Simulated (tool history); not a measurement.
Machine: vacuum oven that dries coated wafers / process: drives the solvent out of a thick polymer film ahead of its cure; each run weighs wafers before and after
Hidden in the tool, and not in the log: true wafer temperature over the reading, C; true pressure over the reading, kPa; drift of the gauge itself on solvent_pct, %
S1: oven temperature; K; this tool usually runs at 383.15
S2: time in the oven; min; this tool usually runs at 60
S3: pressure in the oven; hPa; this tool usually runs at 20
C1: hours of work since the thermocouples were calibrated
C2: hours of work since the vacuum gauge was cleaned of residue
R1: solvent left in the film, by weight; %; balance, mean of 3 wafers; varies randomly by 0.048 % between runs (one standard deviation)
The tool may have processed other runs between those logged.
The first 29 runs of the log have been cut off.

run,hour,S1,S2,S3,C1,C2,R1
30,440.9,372.15,60,32.5,1186,608,11.21
31,453,394.15,35,32.5,1195,616,6.6
32,464.7,384.15,35,53,1203,624,11.29
33,479.9,386.15,101,20,1214,635,3.6
34,496.6,386.15,101,20,1226,647,3.65
35,516,386.15,101,20,1239,661,3.57
36,527.4,391.15,31,20,1248,669,7.22
37,541.2,391.15,31,14.9,1257,679,6.89
38,559.7,383.15,34,18.6,1270,692,8.93
39,571.3,383.15,97,29.2,1279,700,5.65
40,581.5,393.15,38,11.7,1286,707,5.11
41,591.8,393.15,80,24.5,1293,715,3.28
42,605.9,369.15,64,30.6,1303,725,11.68
43,619.8,381.15,35,52.1,1313,735,12.01
44,640,381.15,35,52.1,1327,749,12.08
45,654.1,383.15,32,28.3,1337,759,9.94
46,667.3,383.15,32,28.3,1347,768,9.91
47,684.7,387.15,32,16.7,1359,781,8.02

Consider 3 possible next runs. They are alternatives, not a sequence: every one starts from the tool as it was left by run 47. What does each give?
A,698.6,371.15,94,77.3,1369,790,?
B,698.6,383.15,62,20,1369,790,?
C,698.6,371.15,89,11.2,1369,790,?

run,R1
A,16.39
B,6.35
C,7.5
Without the tool's unlogged condition, the same runs would have read:
run,R1
A,15.54
B,5.76
C,6.81
